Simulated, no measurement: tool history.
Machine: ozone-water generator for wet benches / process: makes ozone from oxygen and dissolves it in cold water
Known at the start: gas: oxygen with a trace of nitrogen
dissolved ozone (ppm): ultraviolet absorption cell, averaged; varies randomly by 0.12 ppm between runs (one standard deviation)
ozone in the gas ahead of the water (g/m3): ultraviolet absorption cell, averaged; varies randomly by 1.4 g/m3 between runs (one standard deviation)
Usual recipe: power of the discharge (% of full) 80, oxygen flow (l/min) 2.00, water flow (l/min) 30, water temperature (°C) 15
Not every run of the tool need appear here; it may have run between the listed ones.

run	day	power of the discharge (% of full)	oxygen flow (l/min)	water flow (l/min)	water temperature (°C)	dissolved ozone (ppm)	ozone in the gas ahead of the water (g/m3)
1	0.000	80	2.00	30	15	12.0	254.0
2	1.117	80	2.00	30	15	12.2	256.5
3	2.000	80	2.00	30	15	12.1	253.9
4	2.625	80	2.39	30	15	12.6	230.5
5	3.204	80	2.39	44	15	8.3	230.1
6	4.604	58	2.00	30	15	9.4	202.2
7	5.771	80	2.00	30	15	12.2	254.3
8	6.521	80	2.00	42	15	8.3	256.0
9	7.892	80	2.00	42	15	8.2	253.2
10	8.525	45	1.73	30	9	7.8	181.1
11	9.258	83	1.24	30	8	10.9	342.8
12	10.475	66	2.57	30	17	11.2	189.6
13	11.562	55	2.57	36	9	8.4	169.3
14	12.788	80	2.17	30	15	12.3	243.0
15	13.804	80	1.22	42	15	7.0	334.6
16	14.642	58	1.22	42	8	5.3	268.3
17	16.000	80	2.55	40	15	9.3	220.4

Each run again, without the hidden state but with its own random variation kept:
The tool's hidden condition here consists of: yield of the discharge, % of new electrodes'; contactor's efficiency, % of a clean one's; true water temperature over the reading, C; drift of the gauge itself on ozone_ppm, %; drift of the gauge itself on gas_g_m3, %.
run	ozone in the gas ahead of the water (g/m3)
1	257.0
2	259.6
3	257.1
4	233.5
5	233.1
6	204.3
7	257.8
8	259.5
9	256.8
10	182.7
11	347.9
12	192.0
13	171.2
14	246.8
15	340.0
16	271.7
17	224.1
dissolved ozone (ppm): within 0.3 of the measured result in every run.
